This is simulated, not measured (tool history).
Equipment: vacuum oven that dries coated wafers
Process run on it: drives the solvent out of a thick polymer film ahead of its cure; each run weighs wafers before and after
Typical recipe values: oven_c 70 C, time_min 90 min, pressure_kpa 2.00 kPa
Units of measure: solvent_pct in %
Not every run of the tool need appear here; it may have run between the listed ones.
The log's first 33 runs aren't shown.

Run 34, hour 723.5: usual settings but oven_c 84 C, time_min 153 min, pressure_kpa 5.66 kPa. Result: solvent_pct 6.10 %.
Run 35, hour 744.2: usual settings but oven_c 56 C. Result: solvent_pct 13.88 %.
Run 36, hour 759.6: usual settings but oven_c 63 C. Result: solvent_pct 9.61 %.
Run 37, hour 789.3: usual settings but oven_c 77 C, pressure_kpa 3.78 kPa. Result: solvent_pct 5.74 %.
Run 38, hour 817.6: usual settings but oven_c 77 C, time_min 148 min, pressure_kpa 1.05 kPa. Result: solvent_pct 1.56 %.
Run 39, hour 844.5: usual settings but time_min 130 min, pressure_kpa 3.51 kPa. Result: solvent_pct 7.43 %.
Run 40, hour 860.8: usual settings but oven_c 83 C, time_min 146 min, pressure_kpa 2.88 kPa. Result: solvent_pct 3.11 %.
Run 41, hour 887.7: usual settings but pressure_kpa 1.50 kPa. Result: solvent_pct 4.88 %.
Run 42, hour 903.2: usual settings but time_min 60 min, pressure_kpa 2.18 kPa. Result: solvent_pct 7.97 %.
Run 43, hour 919.9: usual settings but time_min 60 min, pressure_kpa 2.18 kPa. Result: solvent_pct 8.05 %.
Run 44, hour 944.1: usual settings but time_min 60 min, pressure_kpa 2.18 kPa. Result: solvent_pct 7.86 %.

Consider 4 possible next runs. They are alternatives, not a sequence: every one starts from the tool as it was left by run 44. What does each give?
Run A, hour 970.1: usual settings but oven_c 83 C, time_min 48 min, pressure_kpa 4.33 kPa. Result: solvent_pct ?.
Run B, hour 970.1: usual settings but oven_c 68 C, time_min 60 min, pressure_kpa 2.18 kPa. Result: solvent_pct ?.
Run C, hour 970.1: usual settings but oven_c 67 C, time_min 114 min, pressure_kpa 4.22 kPa. Result: solvent_pct ?.
Run D, hour 970.1: usual settings but time_min 72 min, pressure_kpa 7.97 kPa. Result: solvent_pct ?.

run  solvent_pct
  A         5.51
  B         9.18
  C        10.76
  D        16.52
Without the tool's unlogged condition, the same runs would have read:
run  solvent_pct
  A         5.51
  B         9.18
  C        10.76
  D        16.53
